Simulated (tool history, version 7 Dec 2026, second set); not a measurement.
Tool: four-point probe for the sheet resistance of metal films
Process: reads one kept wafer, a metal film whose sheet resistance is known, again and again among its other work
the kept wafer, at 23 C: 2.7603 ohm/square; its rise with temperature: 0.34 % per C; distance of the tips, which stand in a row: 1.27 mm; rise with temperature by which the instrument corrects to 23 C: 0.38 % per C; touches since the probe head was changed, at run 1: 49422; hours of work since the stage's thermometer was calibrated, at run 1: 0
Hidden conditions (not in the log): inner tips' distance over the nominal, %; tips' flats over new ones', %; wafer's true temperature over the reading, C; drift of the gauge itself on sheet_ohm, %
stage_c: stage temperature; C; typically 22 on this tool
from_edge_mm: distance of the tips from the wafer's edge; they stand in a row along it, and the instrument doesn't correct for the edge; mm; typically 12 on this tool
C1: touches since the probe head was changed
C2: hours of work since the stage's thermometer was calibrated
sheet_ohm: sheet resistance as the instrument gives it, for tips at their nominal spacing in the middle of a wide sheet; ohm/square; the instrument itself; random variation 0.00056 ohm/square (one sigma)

Run 1, day 0.000: usual settings; C1 49422; C2 0. Result: sheet_ohm 2.777243 ohm/square.
Run 2, day 4.642: usual settings but from_edge_mm 23 mm; C1 55197; C2 80. Result: sheet_ohm 2.762906 ohm/square.
Run 3, day 10.192: usual settings; C1 62102; C2 176. Result: sheet_ohm 2.774204 ohm/square.
Run 4, day 15.754: usual settings but stage_c 25 C; C1 69026; C2 272. Result: sheet_ohm 2.770093 ohm/square.
Run 5, day 20.992: usual settings but stage_c 27 C; C1 75541; C2 363. Result: sheet_ohm 2.767544 ohm/square.
Run 6, day 26.300: usual settings but stage_c 27 C; C1 82145; C2 455. Result: sheet_ohm 2.767282 ohm/square.
Run 7, day 28.779: usual settings but stage_c 27 C; C1 85234; C2 497. Result: sheet_ohm 2.767354 ohm/square.
Run 8, day 31.467: usual settings but stage_c 27 C; C1 88574; C2 544. Result: sheet_ohm 2.766963 ohm/square.
Run 9, day 33.804: usual settings but stage_c 24 C; C1 91486; C2 584. Result: sheet_ohm 2.768957 ohm/square.
Run 10, day 39.038: usual settings but stage_c 24 C; C1 97996; C2 675. Result: sheet_ohm 2.769209 ohm/square.
At day 39.467: stage's thermometer calibrated.
Run 11, day 44.633: usual settings but stage_c 24 C; C1 104933; C2 89. Result: sheet_ohm 2.767200 ohm/square.
Run 12, day 48.712: usual settings but stage_c 24 C; C1 110006; C2 160. Result: sheet_ohm 2.766481 ohm/square.
Run 13, day 53.050: usual settings but stage_c 24 C, from_edge_mm 8 mm; C1 115404; C2 235. Result: sheet_ohm 2.786067 ohm/square.
Run 14, day 57.900: usual settings but stage_c 24 C, from_edge_mm 68 mm; C1 121442; C2 319. Result: sheet_ohm 2.750055 ohm/square.
Run 15, day 60.879: usual settings but stage_c 24 C, from_edge_mm 68 mm; C1 125145; C2 370. Result: sheet_ohm 2.748488 ohm/square.
At day 65.588: stage's thermometer calibrated, once more.
Run 16, day 66.383: usual settings but stage_c 24 C, from_edge_mm 54 mm; C1 131969; C2 14. Result: sheet_ohm 2.750271 ohm/square.
Run 17, day 68.933: usual settings; C1 135142; C2 58. Result: sheet_ohm 2.768532 ohm/square.
Run 18, day 73.679: usual settings but stage_c 20 C, from_edge_mm 8 mm; C1 141048; C2 140. Result: sheet_ohm 2.789983 ohm/square.
Run 19, day 77.725: usual settings but stage_c 20 C, from_edge_mm 8 mm; C1 146080; C2 210. Result: sheet_ohm 2.791196 ohm/square.
Run 20, day 80.838: usual settings but stage_c 19 C, from_edge_mm 27 mm; C1 149956; C2 264. Result: sheet_ohm 2.757026 ohm/square.
Run 21, day 86.242: usual settings but from_edge_mm 17 mm; C1 156678; C2 357. Result: sheet_ohm 2.758026 ohm/square.
Run 22, day 90.179: usual settings but from_edge_mm 17 mm; C1 161581; C2 425. Result: sheet_ohm 2.757834 ohm/square.
Run 23, day 94.762: usual settings but from_edge_mm 17 mm; C1 167280; C2 504. Result: sheet_ohm 2.756404 ohm/square.
Run 24, day 97.575: usual settings but stage_c 24 C; C1 170782; C2 553. Result: sheet_ohm 2.761874 ohm/square.
Run 25, day 101.592: usual settings but from_edge_mm 14 mm; C1 175779; C2 622. Result: sheet_ohm 2.759614 ohm/square.
Run 26, day 106.458: usual settings but stage_c 26 C, from_edge_mm 39 mm; C1 181836; C2 706. Result: sheet_ohm 2.744269 ohm/square.
Run 27, day 111.758: usual settings but stage_c 19 C, from_edge_mm 72 mm; C1 188431; C2 798. Result: sheet_ohm 2.748871 ohm/square.
Run 28, day 114.208: usual settings but stage_c 29 C, from_edge_mm 4 mm; C1 191479; C2 840. Result: sheet_ohm 2.879257 ohm/square.
At day 117.171: new probe head fitted.
Run 29, day 117.171: usual settings but stage_c 29 C, from_edge_mm 4 mm; C1 0; C2 891. Result: sheet_ohm 2.895709 ohm/square.
Run 30, day 120.508: usual settings but stage_c 34 C, from_edge_mm 5 mm; C1 4150; C2 949. Result: sheet_ohm 2.841861 ohm/square.
Run 31, day 123.571: usual settings but stage_c 20 C, from_edge_mm 17 mm; C1 7962; C2 1002. Result: sheet_ohm 2.771388 ohm/square.
Run 32, day 127.279: usual settings but stage_c 26 C, from_edge_mm 44 mm; C1 12578; C2 1066. Result: sheet_ohm 2.757127 ohm/square.
Run 33, day 130.108: usual settings but stage_c 26 C, from_edge_mm 44 mm; C1 16094; C2 1114. Result: sheet_ohm 2.757113 ohm/square.

Same runs, no hidden state in the tool, same run-to-run variation:
run  sheet_ohm
  1   2.778877
  2   2.765238
  3   2.777416
  4   2.774073
  5   2.772324
  6   2.772828
  7   2.773252
  8   2.773246
  9   2.775634
 10   2.776652
 11   2.775949
 12   2.775862
 13   2.796140
 14   2.760756
 15   2.759651
 16   2.759181
 17   2.777846
 18   2.800090
 19   2.801969
 20   2.768137
 21   2.769926
 22   2.770341
 23   2.769577
 24   2.775475
 25   2.773834
 26   2.759138
 27   2.764576
 28   2.895943
 29   2.894959
 30   2.841631
 31   2.771642
 32   2.757948
 33   2.758334

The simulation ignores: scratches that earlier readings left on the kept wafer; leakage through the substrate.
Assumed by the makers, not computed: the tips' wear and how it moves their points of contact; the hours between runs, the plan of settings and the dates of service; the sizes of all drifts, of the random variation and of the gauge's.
